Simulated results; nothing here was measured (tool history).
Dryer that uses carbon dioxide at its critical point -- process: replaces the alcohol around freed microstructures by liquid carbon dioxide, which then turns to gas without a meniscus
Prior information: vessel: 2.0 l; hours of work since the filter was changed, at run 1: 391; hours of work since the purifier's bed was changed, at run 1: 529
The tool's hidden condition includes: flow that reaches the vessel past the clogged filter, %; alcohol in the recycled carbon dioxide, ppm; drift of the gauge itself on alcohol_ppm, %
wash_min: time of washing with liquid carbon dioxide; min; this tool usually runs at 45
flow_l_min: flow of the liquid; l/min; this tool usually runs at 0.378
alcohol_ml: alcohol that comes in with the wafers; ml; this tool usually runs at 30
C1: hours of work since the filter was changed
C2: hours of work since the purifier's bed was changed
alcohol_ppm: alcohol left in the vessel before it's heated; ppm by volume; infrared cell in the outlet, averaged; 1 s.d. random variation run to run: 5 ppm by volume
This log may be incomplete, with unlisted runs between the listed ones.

Run 1, hour 0.0: usual settings; C1 391; C2 529. Result: alcohol_ppm 135 ppm by volume.
Run 2, hour 27.4: usual settings; C1 407; C2 545. Result: alcohol_ppm 149 ppm by volume.
Run 3, hour 56.5: usual settings but flow_l_min 0.349 l/min; C1 424; C2 562. Result: alcohol_ppm 168 ppm by volume.
Run 4, hour 83.9: usual settings but alcohol_ml 26 ml; C1 440; C2 578. Result: alcohol_ppm 147 ppm by volume.
Run 5, hour 102.0: usual settings but wash_min 57 min; C1 450; C2 588. Result: alcohol_ppm 143 ppm by volume.
Run 6, hour 121.5: usual settings; C1 461; C2 600. Result: alcohol_ppm 158 ppm by volume.
Run 7, hour 149.3: usual settings; C1 478; C2 616. Result: alcohol_ppm 166 ppm by volume.
Run 8, hour 170.6: usual settings but flow_l_min 0.455 l/min; C1 490; C2 628. Result: alcohol_ppm 153 ppm by volume.
At hour 180.9: inlet filter changed.
Run 9, hour 185.7: usual settings but wash_min 62 min, flow_l_min 0.493 l/min, alcohol_ml 24 ml; C1 3; C2 636. Result: alcohol_ppm 152 ppm by volume.
Run 10, hour 198.5: usual settings but flow_l_min 0.549 l/min, alcohol_ml 107 ml; C1 10; C2 644. Result: alcohol_ppm 158 ppm by volume.
Run 11, hour 227.2: usual settings but flow_l_min 0.549 l/min, alcohol_ml 107 ml; C1 27; C2 660. Result: alcohol_ppm 159 ppm by volume.
Run 12, hour 256.6: usual settings but flow_l_min 0.549 l/min, alcohol_ml 107 ml; C1 44; C2 678. Result: alcohol_ppm 156 ppm by volume.
Run 13, hour 277.9: usual settings but flow_l_min 0.549 l/min, alcohol_ml 107 ml; C1 56; C2 690. Result: alcohol_ppm 152 ppm by volume.
Run 14, hour 298.5: usual settings but wash_min 28 min, flow_l_min 0.471 l/min, alcohol_ml 64 ml; C1 68; C2 702. Result: alcohol_ppm 235 ppm by volume.
Run 15, hour 319.6: usual settings but wash_min 39 min, flow_l_min 0.421 l/min, alcohol_ml 51 ml; C1 81; C2 714. Result: alcohol_ppm 185 ppm by volume.
Run 16, hour 332.6: usual settings but flow_l_min 0.463 l/min; C1 88; C2 722. Result: alcohol_ppm 178 ppm by volume.

Below, some changes in alcohol_ppm between adjacent runs. For each, the amount present without the hidden state too (settings, incoming material, random variation) and the amount remaining for the hidden state with gauge scatter not shared by both compared results:
Run 5 -> 6: wash_min 57 -> 45. alcohol_ppm +15 ppm by volume: hidden state +15, all else +0.
Run 13 -> 14: wash_min 45 -> 28, flow_l_min 0.549 -> 0.471, alcohol_ml 107 -> 64. alcohol_ppm +83 ppm by volume: hidden state +13, all else +70.

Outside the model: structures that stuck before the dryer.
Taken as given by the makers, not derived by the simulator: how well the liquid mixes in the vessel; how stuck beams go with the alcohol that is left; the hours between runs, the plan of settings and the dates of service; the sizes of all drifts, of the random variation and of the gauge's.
